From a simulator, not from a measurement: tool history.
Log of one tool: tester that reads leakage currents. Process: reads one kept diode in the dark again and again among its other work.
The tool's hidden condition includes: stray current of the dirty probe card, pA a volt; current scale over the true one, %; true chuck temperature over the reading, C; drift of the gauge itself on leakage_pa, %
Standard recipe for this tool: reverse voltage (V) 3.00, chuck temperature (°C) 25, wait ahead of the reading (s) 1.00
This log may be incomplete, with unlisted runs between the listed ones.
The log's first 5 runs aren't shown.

run,hour,reverse voltage (V),chuck temperature (°C),wait ahead of the reading (s),hours of work since the probe card was cleaned,hours of work since the tester was calibrated,hours of work since the chuck was calibrated,current that the tester gives (pA)
6,1081.8,3.00,25,7.78,1739,3092,2233,111.92
7,1201.1,3.00,25,7.39,1825,3179,2319,112.29
8,1326.6,3.00,25,1.00,1916,3270,2411,113.44
# hour 1399.8: chuck's temperature calibrated
9,1455.7,3.00,21,1.00,2009,3362,41,75.10
10,1604.5,3.00,25,1.00,2117,3470,149,101.93
11,1733.3,3.00,25,1.00,2210,3563,242,102.34
12,1908.4,3.00,25,4.94,2337,3691,369,102.60
13,2123.9,3.00,25,4.94,2494,3847,526,103.99
14,2388.3,3.00,25,4.94,2686,4039,717,104.99
# hour 2504.3: probe card cleaned and baked
# hour 2588.7: tester calibrated
15,2619.5,3.00,25,4.94,82,22,882,102.15
16,2894.9,3.00,25,4.94,282,222,1082,103.90
17,3122.5,3.00,26,1.00,447,387,1247,113.55
18,3390.6,3.00,26,1.00,642,582,1441,115.32
19,3643.5,7.02,26,1.00,825,766,1625,164.59
20,3924.5,1.18,48,1.00,1029,970,1829,396.41
21,4091.8,3.00,25,0.52,1151,1091,1950,110.49
22,4344.2,1.23,32,2.87,1334,1274,2134,131.88
23,4492.9,3.65,44,7.88,1442,1382,2242,482.66
24,4688.4,1.08,23,0.90,1584,1524,2383,64.02
# hour 4804.7: chuck's temperature calibrated
25,4865.7,7.64,41,1.00,1711,1651,44,478.07
26,5032.0,9.59,30,1.00,1832,1772,165,239.43

Expected results for the next run?
27,5216.0,9.59,30,1.00,1965,1906,299,?

Run 27 measured current that the tester gives (pA) 240.05.
With the hidden condition absent and the run-to-run variation left alone, this run would have shown current that the tester gives (pA) 228.97.
